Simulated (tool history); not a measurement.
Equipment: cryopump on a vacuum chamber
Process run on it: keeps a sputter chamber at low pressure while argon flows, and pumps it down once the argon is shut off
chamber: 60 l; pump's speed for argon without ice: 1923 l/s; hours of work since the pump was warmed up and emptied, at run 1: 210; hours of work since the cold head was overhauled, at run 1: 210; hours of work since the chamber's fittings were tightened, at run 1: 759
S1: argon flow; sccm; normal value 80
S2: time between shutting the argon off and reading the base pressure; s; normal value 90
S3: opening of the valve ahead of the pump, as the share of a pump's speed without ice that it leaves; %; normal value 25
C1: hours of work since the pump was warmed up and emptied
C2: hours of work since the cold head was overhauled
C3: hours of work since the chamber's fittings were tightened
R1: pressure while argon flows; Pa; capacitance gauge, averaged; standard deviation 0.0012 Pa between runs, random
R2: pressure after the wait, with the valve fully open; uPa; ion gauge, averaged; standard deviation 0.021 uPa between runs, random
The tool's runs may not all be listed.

run 1 day=0 | S1=80 S2=90 S3=25 | C1=210 C2=210 C3=759 | R1=0.2847 R2=0.85
run 2 day=0.579 | S1=80 S2=90 S3=25 | C1=221 C2=221 C3=769 | R1=0.2871 R2=0.85
run 3 day=1.129 | S1=80 S2=90 S3=25 | C1=230 C2=230 C3=779 | R1=0.2857 R2=0.88
run 4 day=1.962 | S1=88 S2=90 S3=25 | C1=245 C2=245 C3=794 | R1=0.3151 R2=0.91
run 5 day=2.683 | S1=88 S2=51 S3=25 | C1=258 C2=258 C3=806 | R1=0.3157 R2=1.1
run 6 day=3.558 | S1=88 S2=164 S3=25 | C1=273 C2=273 C3=822 | R1=0.3158 R2=0.85
run 7 day=4.496 | S1=88 S2=164 S3=37 | C1=290 C2=290 C3=838 | R1=0.2149 R2=0.87
run 8 day=5.292 | S1=88 S2=164 S3=37 | C1=304 C2=304 C3=852 | R1=0.2149 R2=0.85
run 9 day=6.379 | S1=142 S2=156 S3=23 | C1=323 C2=323 C3=872 | R1=0.5556 R2=0.86
run 10 day=7.262 | S1=69 S2=27 S3=20 | C1=339 C2=339 C3=887 | R1=0.3101 R2=1.63
run 11 day=8.221 | S1=80 S2=34 S3=18 | C1=356 C2=356 C3=904 | R1=0.4 R2=1.47
run 12 day=9.275 | S1=80 S2=34 S3=18 | C1=374 C2=374 C3=923 | R1=0.4001 R2=1.46
run 13 day=10.367 | S1=80 S2=278 S3=25 | C1=394 C2=394 C3=942 | R1=0.2895 R2=0.84
run 14 day=11.062 | S1=80 S2=32 S3=54 | C1=406 C2=406 C3=955 | R1=0.1394 R2=1.51

How would selected steps in R1 from run to run divide? Give the signed amount a tool lacking its hidden state would still show from settings, what came in and random variation, and the signed amount left for the hidden state, including any gauge scatter that is not in both of the compared results.
Hidden state present: pump's speed, % of a pump's without ice; cold plate's temperature, K; leak into the chamber, uPa l/s; drift of the gauge itself on working_pa, %; drift of the gauge itself on base_upa, %.
Run 8 -> 9: S1 88 -> 142, S2 164 -> 156, S3 37 -> 23. R1 +0.3407 Pa: hidden state +0.0057, all else +0.335.
Run 9 -> 10: S1 142 -> 69, S2 156 -> 27, S3 23 -> 20. R1 -0.2455 Pa: hidden state -0.0065, all else -0.239.
